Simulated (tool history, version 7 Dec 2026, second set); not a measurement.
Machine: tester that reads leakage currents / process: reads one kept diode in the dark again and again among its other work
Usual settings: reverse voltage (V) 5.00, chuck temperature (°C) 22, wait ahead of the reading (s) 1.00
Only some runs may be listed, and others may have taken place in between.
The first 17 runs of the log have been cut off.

| run | hour | reverse voltage (V) | chuck temperature (°C) | wait ahead of the reading (s) | current that the tester gives (pA) |
|---|---|---|---|---|---|
| 18 | 508.4 | 1.72 | 22 | 1.00 | 25.63 |
|  | 520.9 | probe card cleaned and baked |
| 19 | 536.3 | 1.72 | 22 | 1.00 | 25.55 |
| 20 | 568.1 | 1.72 | 41 | 8.86 | 131.01 |
| 21 | 585.1 | 5.00 | 22 | 0.34 | 44.89 |
| 22 | 612.0 | 5.00 | 42 | 1.27 | 230.60 |
| 23 | 642.7 | 5.00 | 42 | 1.27 | 230.38 |
| 24 | 681.8 | 5.00 | 34 | 3.56 | 118.55 |
| 25 | 707.2 | 12.08 | 38 | 0.30 | 257.31 |
| 26 | 732.3 | 12.08 | 38 | 0.30 | 258.19 |
| 27 | 769.0 | 15.85 | 32 | 1.42 | 171.46 |
| 28 | 797.4 | 1.42 | 22 | 1.51 | 23.42 |
| 29 | 829.9 | 5.00 | 37 | 1.00 | 153.65 |
| 30 | 858.8 | 2.88 | 37 | 1.00 | 119.29 |
| 31 | 893.1 | 5.00 | 28 | 1.00 | 71.62 |
| 32 | 924.9 | 5.00 | 28 | 1.00 | 71.76 |
|  | 942.4 | chuck's temperature calibrated |
| 33 | 956.4 | 5.00 | 28 | 1.00 | 71.79 |
| 34 | 978.8 | 4.94 | 38 | 1.43 | 166.09 |
| 35 | 1004.2 | 7.94 | 31 | 1.43 | 113.96 |
| 36 | 1039.9 | 7.94 | 31 | 1.43 | 113.98 |
| 37 | 1057.2 | 7.94 | 31 | 1.43 | 113.84 |

Below are 5 alternative next runs, each starting from the tool's condition after run 37. Predict each:
| A | 1081.5 | 9.18 | 50 | 2.61 | ? |
| B | 1081.5 | 3.14 | 27 | 5.36 | ? |
| C | 1081.5 | 7.94 | 26 | 2.79 | ? |
| D | 1081.5 | 7.94 | 54 | 5.21 | ? |
| E | 1081.5 | 5.31 | 31 | 0.78 | ? |

| run | current that the tester gives (pA) |
|---|---|
| A | 569.99 |
| B | 52.34 |
| C | 73.08 |
| D | 723.54 |
| E | 95.69 |
Had the tool no hidden state, the same runs would have come out as:
| run | current that the tester gives (pA) |
|---|---|
| A | 569.97 |
| B | 52.33 |
| C | 73.07 |
| D | 723.51 |
| E | 95.68 |
